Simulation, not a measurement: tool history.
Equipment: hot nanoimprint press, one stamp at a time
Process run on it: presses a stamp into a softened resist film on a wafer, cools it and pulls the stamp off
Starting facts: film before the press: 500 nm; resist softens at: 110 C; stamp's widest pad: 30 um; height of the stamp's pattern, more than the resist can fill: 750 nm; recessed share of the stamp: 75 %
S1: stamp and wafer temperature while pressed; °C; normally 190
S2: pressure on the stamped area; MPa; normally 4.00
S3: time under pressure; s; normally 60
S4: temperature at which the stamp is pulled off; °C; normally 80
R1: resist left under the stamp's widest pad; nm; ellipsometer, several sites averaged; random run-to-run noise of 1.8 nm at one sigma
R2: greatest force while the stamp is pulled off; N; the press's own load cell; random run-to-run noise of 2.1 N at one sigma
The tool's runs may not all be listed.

run	hour	S1	S2	S3	S4	R1	R2
1	0.0	190	4.00	60	80	290.7	112
2	6.3	190	4.00	60	80	291.9	107
3	12.3	190	4.00	60	80	293.1	108
4	21.3	190	4.00	60	80	289.0	107
5	27.6	190	4.00	60	80	289.9	107
6	31.5	190	4.00	39	80	331.7	111
7	38.2	199	4.00	39	80	262.5	112
8	45.3	190	3.11	60	80	319.6	108
9	51.4	190	3.11	60	80	320.1	120
10	57.9	183	4.00	60	80	353.3	110
11	63.5	190	4.00	60	80	294.2	116
12	71.6	190	4.00	60	80	293.0	113
13	75.6	180	4.00	60	80	380.6	115
14	84.1	180	4.00	60	80	376.0	113
15	91.6	180	4.00	60	80	378.8	118
16	99.9	180	5.98	42	74	364.0	135
17	104.0	180	5.98	42	74	364.9	134
18	108.6	180	5.98	42	74	367.0	141
19	112.8	180	5.98	42	74	359.7	142
20	116.9	200	4.00	60	82	221.3	119
21	125.9	200	4.00	60	82	222.0	120
22	134.7	200	4.00	60	82	221.1	117
23	143.8	200	4.00	60	82	220.9	121
24	152.8	191	2.68	60	74	333.0	145
25	157.8	201	3.29	67	80	225.3	126
26	162.8	190	2.45	82	82	322.5	125
27	170.3	190	2.45	82	82	327.0	125
28	178.2	190	5.93	109	82	198.8	125
29	185.1	181	4.00	38	80	406.0	132
30	190.7	181	4.00	38	80	406.1	127

3 ways to go on from here, each from the tool as it stands after run 30. What would each give?
A	194.8	194	4.00	60	77	?	?
B	194.8	190	2.98	32	85	?	?
C	194.8	190	4.00	60	72	?	?

run	R1	R2
A	262.1	143
B	381.4	117
C	296.6	158
The same runs, with their run-to-run variation unchanged, on a tool lacking any hidden condition would have given:
run	R1	R2
A	256.1	101
B	376.1	82
C	290.2	112

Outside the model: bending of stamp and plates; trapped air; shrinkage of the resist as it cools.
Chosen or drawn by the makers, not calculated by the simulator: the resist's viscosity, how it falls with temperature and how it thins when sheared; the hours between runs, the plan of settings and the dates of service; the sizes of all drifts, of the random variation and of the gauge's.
